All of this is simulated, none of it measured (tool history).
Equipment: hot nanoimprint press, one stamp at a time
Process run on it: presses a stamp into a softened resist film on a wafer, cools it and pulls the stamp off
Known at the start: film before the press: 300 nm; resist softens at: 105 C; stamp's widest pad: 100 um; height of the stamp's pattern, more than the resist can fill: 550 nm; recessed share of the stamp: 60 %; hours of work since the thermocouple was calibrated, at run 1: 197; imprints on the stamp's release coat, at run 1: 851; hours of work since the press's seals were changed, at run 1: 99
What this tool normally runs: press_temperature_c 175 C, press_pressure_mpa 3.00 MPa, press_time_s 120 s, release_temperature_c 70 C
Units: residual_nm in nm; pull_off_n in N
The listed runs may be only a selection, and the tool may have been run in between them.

run	hour	press_temperature_c	press_pressure_mpa	press_time_s	release_temperature_c	hours of work since the thermocouple was calibrated	imprints on the stamp's release coat	hours of work since the press's seals were changed	residual_nm	pull_off_n
1	0.0	175	3.00	120	70	197	851	99	169.4	189
2	8.3	173	3.00	120	70	202	872	104	178.8	191
3	17.1	175	3.00	120	71	208	894	110	168.8	185
4	23.5	175	3.00	120	71	211	910	113	169.8	186
5	32.6	175	4.56	120	70	217	934	119	143.9	187
6	40.6	175	4.56	94	70	221	954	123	158.2	195
7	47.7	176	4.19	123	76	226	972	128	143.8	165
8	55.8	168	4.71	236	67	230	993	132	135.8	204
9	60.6	168	4.71	236	67	233	1005	135	135.6	198
10	68.6	175	1.91	79	77	238	1025	140	217.7	160

Measured result minus the same run's result without the hidden state. Both carry the same run-to-run variation, though not necessarily the same gauge scatter:
Unlogged tool condition in this case: true temperature over the reading, C; pressure that arrives at the usual setting, %; grip of the stamp's worn release coat, % over a new coat's; drift of the gauge itself on residual_nm, %; drift of the gauge itself on pull_off_n, %.
run	residual_nm
1	+0.1
2	+0.0
3	-0.2
4	-0.4
5	-0.4
6	-0.6
7	-0.6
8	-0.7
9	-0.8
10	-1.6
pull_off_n without the hidden state stays within 1 N of what was measured, in all runs.
